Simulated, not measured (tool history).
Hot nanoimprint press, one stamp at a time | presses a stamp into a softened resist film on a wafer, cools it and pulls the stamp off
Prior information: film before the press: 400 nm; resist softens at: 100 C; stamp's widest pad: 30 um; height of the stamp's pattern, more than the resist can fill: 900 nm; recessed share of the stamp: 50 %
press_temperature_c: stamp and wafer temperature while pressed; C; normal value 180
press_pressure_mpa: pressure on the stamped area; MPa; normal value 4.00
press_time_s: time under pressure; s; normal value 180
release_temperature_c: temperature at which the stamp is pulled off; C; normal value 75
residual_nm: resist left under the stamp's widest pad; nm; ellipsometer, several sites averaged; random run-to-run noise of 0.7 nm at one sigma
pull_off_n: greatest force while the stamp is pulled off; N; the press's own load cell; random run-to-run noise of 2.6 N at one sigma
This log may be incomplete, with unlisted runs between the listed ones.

run,hour,press_temperature_c,press_pressure_mpa,press_time_s,release_temperature_c,residual_nm,pull_off_n
1,0.0,180,4.00,180,75,231.2,129
2,44.0,180,4.00,180,67,230.1,147
3,73.6,180,4.00,180,75,229.9,132
4,114.3,180,4.00,180,75,230.4,132
5,151.5,180,4.00,180,75,230.7,139
6,189.2,180,4.00,180,75,230.0,143
7,211.5,172,4.00,180,75,290.2,144
8,231.4,168,4.00,180,75,318.4,139
9,268.2,180,4.00,180,75,229.1,143
10,309.1,169,4.00,180,75,312.3,150
11,352.2,169,4.00,171,75,315.0,154
12,372.6,169,4.00,171,75,314.4,157
13,398.3,169,4.00,171,75,315.4,159
14,435.8,169,4.00,171,75,314.5,159
15,475.2,169,4.00,171,75,315.2,155
16,505.6,169,4.00,171,75,314.7,166
17,538.4,189,4.00,330,75,136.3,167
# hour 543.2: plate thermocouple calibrated
# hour 565.1: stamp cleaned and given a new release coat
18,577.8,184,4.33,149,66,202.8,131
19,611.1,180,4.00,193,75,219.6,115
20,646.9,180,4.00,91,66,273.8,137
# hour 674.7: plate thermocouple calibrated, once more
21,678.0,179,4.00,322,66,204.8,134
22,717.9,180,5.67,298,75,171.1,131
23,755.0,180,5.67,298,75,172.0,128
24,787.5,180,5.67,298,75,171.8,133
25,830.9,170,3.97,272,75,286.3,136
26,857.5,180,4.75,180,77,221.5,133
27,876.5,190,4.36,180,75,163.6,140
28,909.5,190,4.36,180,75,163.9,139
29,936.7,190,4.04,180,76,170.1,142
30,971.4,171,5.11,126,68,304.5,161
31,1009.6,171,5.11,126,68,304.7,162

Alternative continuations, all from the tool just after run 31; predict every row:
A,1030.6,180,4.89,270,68,?,?
B,1030.6,174,5.11,126,68,?,?
C,1030.6,180,4.16,180,75,?,?

run,residual_nm,pull_off_n
A,190.2,169
B,283.7,165
C,232.8,146
With no hidden state in the tool, these same runs would have given:
run,residual_nm,pull_off_n
A,186.2,132
B,279.4,130
C,229.4,114

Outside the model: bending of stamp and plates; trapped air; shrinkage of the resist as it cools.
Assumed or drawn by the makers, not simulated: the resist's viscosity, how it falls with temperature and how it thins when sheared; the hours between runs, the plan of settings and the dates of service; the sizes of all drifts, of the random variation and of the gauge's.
